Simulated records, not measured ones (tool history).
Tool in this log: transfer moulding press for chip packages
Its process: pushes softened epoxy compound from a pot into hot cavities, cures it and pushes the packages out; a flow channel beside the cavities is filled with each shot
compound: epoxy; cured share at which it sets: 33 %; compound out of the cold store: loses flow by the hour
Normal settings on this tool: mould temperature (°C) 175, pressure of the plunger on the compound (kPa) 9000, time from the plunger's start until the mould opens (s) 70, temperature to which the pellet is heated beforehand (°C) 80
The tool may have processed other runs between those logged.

run	hour	mould temperature (°C)	pressure of the plunger on the compound (kPa)	time from the plunger's start until the mould opens (s)	temperature to which the pellet is heated beforehand (°C)	incoming compound's hours out of the cold store	length that the compound runs in the flow channel (mm)	greatest force on the pins that push the packages out (N)
1	0	175	9000	70	80	46	556	522
2	7	175	9000	70	80	20	634	612
3	18.6	175	9000	70	74	13	665	620
4	27.7	175	9000	70	74	41	571	563
5	39.9	175	9000	70	80	35.2	596	568
6	46.5	175	9000	70	80	43.4	565	543
7	58.5	175	9000	70	80	19.4	636	585
# hour 66.9: cavities cleaned with cleaning compound and waxed
8	68.6	175	9000	70	80	28.4	623	578
9	77.7	175	9000	70	80	41.6	577	533
10	90.3	175	10250	70	80	38.3	619	544
# hour 96.2: plunger's sealing rings changed
11	105.5	175	10250	70	80	42.1	611	560
12	117.7	175	10000	70	80	19.8	677	600
13	124.7	167	9000	70	80	20.4	654	1001
14	132.5	167	9000	70	80	34	613	952
15	144.4	175	8760	65	89	18	636	687
# hour 147.9: cavities cleaned with cleaning compound and waxed
16	153.5	175	8760	65	89	28.6	597	678
17	165.4	175	8760	65	89	25.7	607	682
18	180.1	167	7330	76	79	44.1	520	740
19	188	167	7330	76	79	10.7	618	888
20	197.5	181	10680	76	88	32.2	651	339
21	204.8	175	8960	105	80	34	590	310
22	214.3	175	8070	91	80	30.5	573	342
23	221.8	181	9000	76	89	45.4	539	330
# hour 226.6: cavities cleaned with cleaning compound and waxed
24	229.3	181	9000	76	89	10.1	671	347
# hour 243.1: mould's thermocouples calibrated
25	243.2	175	8110	86	80	28.8	582	353
26	256.7	175	8110	86	80	36	562	376
27	269.7	181	9380	70	80	43.1	568	398
28	278.6	181	9380	70	80	43.9	565	401

Forecast each of these 4 alternatives for the next run:
A	290	175	9000	109	80	12.3	?	?
B	290	175	7960	70	80	32.9	?	?
C	290	182	9380	70	79	45.2	?	?
D	290	181	7500	91	80	20.7	?	?

run	length that the compound runs in the flow channel (mm)	greatest force on the pins that push the packages out (N)
A	665	324
B	564	559
C	560	368
D	570	287
Take away the tool's hidden state, keep each run's random variation, and the runs would have read:
run	length that the compound runs in the flow channel (mm)	greatest force on the pins that push the packages out (N)
A	665	321
B	564	554
C	560	365
D	571	284
